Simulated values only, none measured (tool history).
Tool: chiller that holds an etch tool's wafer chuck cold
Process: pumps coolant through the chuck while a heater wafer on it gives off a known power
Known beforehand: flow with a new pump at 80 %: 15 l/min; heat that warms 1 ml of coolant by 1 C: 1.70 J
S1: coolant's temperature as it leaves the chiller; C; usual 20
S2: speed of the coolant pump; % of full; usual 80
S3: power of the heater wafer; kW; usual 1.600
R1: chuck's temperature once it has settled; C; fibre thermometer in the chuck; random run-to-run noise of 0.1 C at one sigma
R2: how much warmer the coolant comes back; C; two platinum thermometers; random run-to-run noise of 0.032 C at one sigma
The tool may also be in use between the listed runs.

run	hour	S1	S2	S3	R1	R2
1	0.0	20	80	1.600	30.9	3.78
2	44.8	20	80	1.600	30.7	3.75
3	123.6	20	80	1.600	30.9	3.78
4	210.1	20	80	1.600	30.7	3.73
5	267.8	20	80	1.855	32.5	4.30
6	338.7	20	80	1.855	32.6	4.34
7	379.2	20	80	1.855	32.5	4.38
8	428.7	20	80	1.600	30.7	3.74
9	492.9	20	80	1.037	26.9	2.45
10	556.3	20	80	1.037	27.0	2.44
11	624.6	20	80	1.005	26.8	2.36
12	674.3	20	88	1.005	26.5	2.14
13	731.0	20	88	1.005	26.2	2.15
14	775.2	20	80	2.315	35.5	5.45
15	821.9	20	80	2.315	35.8	5.45
16	861.5	15	86	1.600	25.1	3.45
17	899.8	15	86	1.600	25.2	3.47
18	935.6	15	86	1.600	25.3	3.50
19	988.4	20	86	1.380	29.0	2.98
20	1024.2	20	80	1.310	28.9	3.08
21	1075.4	14	70	1.012	21.5	2.76
22	1126.8	14	70	1.012	21.4	2.77
23	1193.0	10	70	2.187	26.5	6.05
24	1229.3	10	70	2.187	26.5	5.97
# hour 1233.9: chiller's thermometer calibrated
25	1298.7	12	73	1.600	23.6	4.14
26	1372.9	21	69	2.381	39.0	6.61
27	1437.2	20	69	1.044	27.9	2.92

5 ways to go on from here, each from the tool as it stands after run 27. What would each give?
A	1481.9	21	69	1.600	?	?
B	1481.9	19	69	1.337	?	?
C	1481.9	20	64	1.224	?	?
D	1481.9	13	63	0.904	?	?
E	1481.9	27	68	1.090	?	?

run	R1	R2
A	33.2	4.42
B	29.2	3.73
C	30.0	3.75
D	20.4	2.83
E	35.6	3.09
What these runs would have given with no unlogged condition in the tool:
run	R1	R2
A	33.2	4.42
B	29.2	3.73
C	30.0	3.75
D	20.4	2.83
E	35.6	3.09

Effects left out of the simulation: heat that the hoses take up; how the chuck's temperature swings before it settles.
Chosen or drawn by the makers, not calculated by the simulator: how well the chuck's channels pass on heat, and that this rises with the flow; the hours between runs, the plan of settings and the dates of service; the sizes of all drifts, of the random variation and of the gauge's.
